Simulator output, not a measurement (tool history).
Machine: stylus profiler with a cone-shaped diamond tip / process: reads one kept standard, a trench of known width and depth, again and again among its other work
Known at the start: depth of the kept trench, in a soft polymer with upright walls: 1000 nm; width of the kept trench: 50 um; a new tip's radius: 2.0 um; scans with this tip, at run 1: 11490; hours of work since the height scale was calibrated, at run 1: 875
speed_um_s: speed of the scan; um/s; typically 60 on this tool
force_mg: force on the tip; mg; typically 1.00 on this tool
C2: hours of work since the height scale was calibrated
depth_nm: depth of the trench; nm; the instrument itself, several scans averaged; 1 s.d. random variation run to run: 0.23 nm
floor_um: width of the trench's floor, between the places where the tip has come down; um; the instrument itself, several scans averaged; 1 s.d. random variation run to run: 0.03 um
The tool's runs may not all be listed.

{"run": 1, "day": 0.0, "speed_um_s": 60, "force_mg": 1.0, "scans with this tip": 11490, "C2": 875, "depth_nm": 1012.35, "floor_um": 45.13}
{"run": 2, "day": 4.338, "speed_um_s": 60, "force_mg": 1.0, "scans with this tip": 12493, "C2": 951, "depth_nm": 1012.32, "floor_um": 45.11}
{"run": 3, "day": 7.85, "speed_um_s": 60, "force_mg": 1.0, "scans with this tip": 13304, "C2": 1013, "depth_nm": 1012.66, "floor_um": 44.99}
{"run": 4, "day": 10.383, "speed_um_s": 60, "force_mg": 1.0, "scans with this tip": 13889, "C2": 1058, "depth_nm": 1013.27, "floor_um": 44.95}
{"day": 12.779, "done": "height scale calibrated on a step standard"}
{"run": 5, "day": 14.95, "speed_um_s": 29, "force_mg": 1.0, "scans with this tip": 14939, "C2": 38, "depth_nm": 1008.27, "floor_um": 45.18}
{"run": 6, "day": 17.433, "speed_um_s": 29, "force_mg": 1.0, "scans with this tip": 15513, "C2": 82, "depth_nm": 1008.6, "floor_um": 45.17}
{"run": 7, "day": 23.025, "speed_um_s": 29, "force_mg": 1.0, "scans with this tip": 16805, "C2": 180, "depth_nm": 1008.86, "floor_um": 45.08}
{"run": 8, "day": 28.388, "speed_um_s": 60, "force_mg": 0.38, "scans with this tip": 18044, "C2": 275, "depth_nm": 1005.24, "floor_um": 44.4}
{"run": 9, "day": 34.312, "speed_um_s": 60, "force_mg": 0.38, "scans with this tip": 19413, "C2": 379, "depth_nm": 1006.35, "floor_um": 44.3}
{"run": 10, "day": 36.942, "speed_um_s": 232, "force_mg": 1.0, "scans with this tip": 20020, "C2": 425, "depth_nm": 1010.74, "floor_um": 43.07}
{"run": 11, "day": 42.208, "speed_um_s": 59, "force_mg": 1.0, "scans with this tip": 21237, "C2": 518, "depth_nm": 1010.82, "floor_um": 44.52}
{"run": 12, "day": 46.679, "speed_um_s": 60, "force_mg": 1.0, "scans with this tip": 22270, "C2": 596, "depth_nm": 1011.29, "floor_um": 44.44}
{"run": 13, "day": 52.654, "speed_um_s": 15, "force_mg": 1.0, "scans with this tip": 23650, "C2": 702, "depth_nm": 1011.85, "floor_um": 44.73}
{"run": 14, "day": 55.462, "speed_um_s": 90, "force_mg": 1.0, "scans with this tip": 24299, "C2": 751, "depth_nm": 1012.43, "floor_um": 44.02}
{"run": 15, "day": 60.088, "speed_um_s": 90, "force_mg": 1.0, "scans with this tip": 25367, "C2": 832, "depth_nm": 1012.45, "floor_um": 43.94}
{"run": 16, "day": 63.438, "speed_um_s": 90, "force_mg": 1.0, "scans with this tip": 26142, "C2": 891, "depth_nm": 1011.96, "floor_um": 43.94}
{"run": 17, "day": 68.671, "speed_um_s": 90, "force_mg": 1.0, "scans with this tip": 27351, "C2": 983, "depth_nm": 1012.77, "floor_um": 43.8}
{"run": 18, "day": 73.883, "speed_um_s": 43, "force_mg": 0.83, "scans with this tip": 28555, "C2": 1075, "depth_nm": 1012.22, "floor_um": 44.15}
{"day": 75.246, "done": "height scale calibrated on a step standard"}
{"run": 19, "day": 77.921, "speed_um_s": 157, "force_mg": 0.61, "scans with this tip": 29483, "C2": 47, "depth_nm": 1006.25, "floor_um": 42.72}
{"run": 20, "day": 80.883, "speed_um_s": 158, "force_mg": 2.8, "scans with this tip": 30167, "C2": 99, "depth_nm": 1016.95, "floor_um": 43.59}
{"run": 21, "day": 83.504, "speed_um_s": 68, "force_mg": 1.5, "scans with this tip": 30774, "C2": 145, "depth_nm": 1011.79, "floor_um": 44.0}
{"run": 22, "day": 86.388, "speed_um_s": 219, "force_mg": 1.48, "scans with this tip": 31440, "C2": 196, "depth_nm": 1012.07, "floor_um": 42.83}
{"run": 23, "day": 89.7, "speed_um_s": 148, "force_mg": 2.3, "scans with this tip": 32205, "C2": 254, "depth_nm": 1016.02, "floor_um": 43.52}
{"run": 24, "day": 93.021, "speed_um_s": 19, "force_mg": 1.99, "scans with this tip": 32972, "C2": 313, "depth_nm": 1015.1, "floor_um": 44.16}
{"run": 25, "day": 96.333, "speed_um_s": 181, "force_mg": 1.01, "scans with this tip": 33737, "C2": 371, "depth_nm": 1010.4, "floor_um": 42.68}
{"run": 26, "day": 99.583, "speed_um_s": 27, "force_mg": 1.51, "scans with this tip": 34488, "C2": 428, "depth_nm": 1013.46, "floor_um": 44.12}
{"run": 27, "day": 104.908, "speed_um_s": 27, "force_mg": 1.51, "scans with this tip": 35719, "C2": 522, "depth_nm": 1013.79, "floor_um": 44.03}
{"run": 28, "day": 109.512, "speed_um_s": 85, "force_mg": 1.31, "scans with this tip": 36782, "C2": 603, "depth_nm": 1013.21, "floor_um": 43.46}
{"run": 29, "day": 112.362, "speed_um_s": 85, "force_mg": 1.31, "scans with this tip": 37441, "C2": 653, "depth_nm": 1013.1, "floor_um": 43.43}

Branching from run 29: 4 alternative next runs. What would each branch give?
{"run": "A", "day": 114.912, "speed_um_s": 36, "force_mg": 0.83, "scans with this tip": 38030, "C2": 698, "depth_nm": "?", "floor_um": "?"}
{"run": "B", "day": 114.912, "speed_um_s": 60, "force_mg": 2.95, "scans with this tip": 38030, "C2": 698, "depth_nm": "?", "floor_um": "?"}
{"run": "C", "day": 114.912, "speed_um_s": 198, "force_mg": 0.91, "scans with this tip": 38030, "C2": 698, "depth_nm": "?", "floor_um": "?"}
{"run": "D", "day": 114.912, "speed_um_s": 32, "force_mg": 0.41, "scans with this tip": 38030, "C2": 698, "depth_nm": "?", "floor_um": "?"}

run=A depth_nm=1010.87 floor_um=43.76
run=B depth_nm=1020.47 floor_um=43.78
run=C depth_nm=1011.09 floor_um=42.19
run=D depth_nm=1007.39 floor_um=43.63
Without the tool's unlogged condition, the same runs would have read:
run=A depth_nm=1007.66 floor_um=46.24
run=B depth_nm=1017.23 floor_um=46.25
run=C depth_nm=1007.88 floor_um=44.67
run=D depth_nm=1004.18 floor_um=46.11
